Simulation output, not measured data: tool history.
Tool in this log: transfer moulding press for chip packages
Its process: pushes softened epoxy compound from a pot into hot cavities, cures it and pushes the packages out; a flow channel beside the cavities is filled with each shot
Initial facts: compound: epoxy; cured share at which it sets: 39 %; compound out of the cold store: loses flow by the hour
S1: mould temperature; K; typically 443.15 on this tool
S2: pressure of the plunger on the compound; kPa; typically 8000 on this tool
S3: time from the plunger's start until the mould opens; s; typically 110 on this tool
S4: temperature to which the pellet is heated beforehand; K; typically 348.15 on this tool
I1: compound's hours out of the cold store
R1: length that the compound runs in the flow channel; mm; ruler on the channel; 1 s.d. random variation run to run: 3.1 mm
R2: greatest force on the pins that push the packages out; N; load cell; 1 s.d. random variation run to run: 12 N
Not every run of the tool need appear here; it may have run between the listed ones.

run   hour      S1    S2   S3      S4    I1   R1    R2
  1    0.0  443.15  8000  110  348.15  21.0  646   970
  2   73.8  443.15  8000  110  348.15   9.2  714   633
  3  126.6  443.15  8000  110  356.15  10.0  711   987
  4  181.2  443.15  8000  110  343.15  39.8  599   820
  5  230.8  443.15  6620  110  348.15  44.7  519   739
  6  308.2  443.15  8000   95  342.15  42.6  573   891
  7  369.8  443.15  8000   95  342.15  34.8  599   919
  8  433.5  443.15  8000   95  342.15  38.2  587   909
  9  506.9  437.15  8000  110  354.15  36.1  617  1042
 10  548.8  437.15  6940  110  354.15  21.1  630   932

Not shown: 12 entries that the log had between the listed runs. Between which runs, and how does the tool's hidden state differ before and after?
After run 1, before run 2: cavities cleaned with cleaning compound and waxed (hour 5.3); plunger's sealing rings changed (hour 36.0); cavities cleaned with cleaning compound and waxed (hour 71.4)
  true mould temperature over the reading, C: -1.27 -> -1.38; pressure that reaches the compound, % of what is set: 93.55 -> 99.25; grip of the stained cavities, % over clean ones': 61.8 -> 4.2
  measured less the result without the state, R1: -19 -> +1 mm; R2: +406 -> +69 N
After run 3, before run 4: cavities cleaned with cleaning compound and waxed (hour 139.4)
  true mould temperature over the reading, C: -1.47 -> -1.58; pressure that reaches the compound, % of what is set: 98.51 -> 97.72; grip of the stained cavities, % over clean ones': 57.6 -> 45.9
  measured less the result without the state, R1: -1 -> -4 mm; R2: +406 -> +296 N
After run 4, before run 5: cavities cleaned with cleaning compound and waxed (hour 205.8)
  true mould temperature over the reading, C: -1.58 -> -1.66; pressure that reaches the compound, % of what is set: 97.72 -> 96.95; grip of the stained cavities, % over clean ones': 45.9 -> 35.6
  measured less the result without the state, R1: -4 -> -6 mm; R2: +296 -> +233 N
After run 5, before run 6: cavities cleaned with cleaning compound and waxed (hour 269.9); mould's thermocouples calibrated (hour 305.0)
  true mould temperature over the reading, C: -1.66 -> 0.05; pressure that reaches the compound, % of what is set: 96.95 -> 95.9; grip of the stained cavities, % over clean ones': 35.6 -> 43
  measured less the result without the state, R1: -6 -> -12 mm; R2: +233 -> +268 N
After run 6, before run 7: cavities cleaned with cleaning compound and waxed (hour 339.2)
  true mould temperature over the reading, C: 0.05 -> -0.06; pressure that reaches the compound, % of what is set: 95.9 -> 95; grip of the stained cavities, % over clean ones': 43 -> 36.2
  measured less the result without the state, R1: -12 -> -15 mm; R2: +268 -> +247 N
After run 7, before run 8: cavities cleaned with cleaning compound and waxed (hour 405.6)
  true mould temperature over the reading, C: -0.06 -> -0.17; pressure that reaches the compound, % of what is set: 95 -> 94.1; grip of the stained cavities, % over clean ones': 36.2 -> 38.6
  measured less the result without the state, R1: -15 -> -18 mm; R2: +247 -> +258 N
After run 8, before run 9: cavities cleaned with cleaning compound and waxed (hour 469.1); plunger's sealing rings changed (hour 499.2)
  true mould temperature over the reading, C: -0.17 -> -0.3; pressure that reaches the compound, % of what is set: 94.1 -> 99.81; grip of the stained cavities, % over clean ones': 38.6 -> 42
  measured less the result without the state, R1: -18 -> +0 mm; R2: +258 -> +322 N
After run 9, before run 10: cavities cleaned with cleaning compound and waxed (hour 537.7)
  true mould temperature over the reading, C: -0.3 -> -0.37; pressure that reaches the compound, % of what is set: 99.81 -> 99.19; grip of the stained cavities, % over clean ones': 42 -> 16.4
  measured less the result without the state, R1: +0 -> -2 mm; R2: +322 -> +150 N
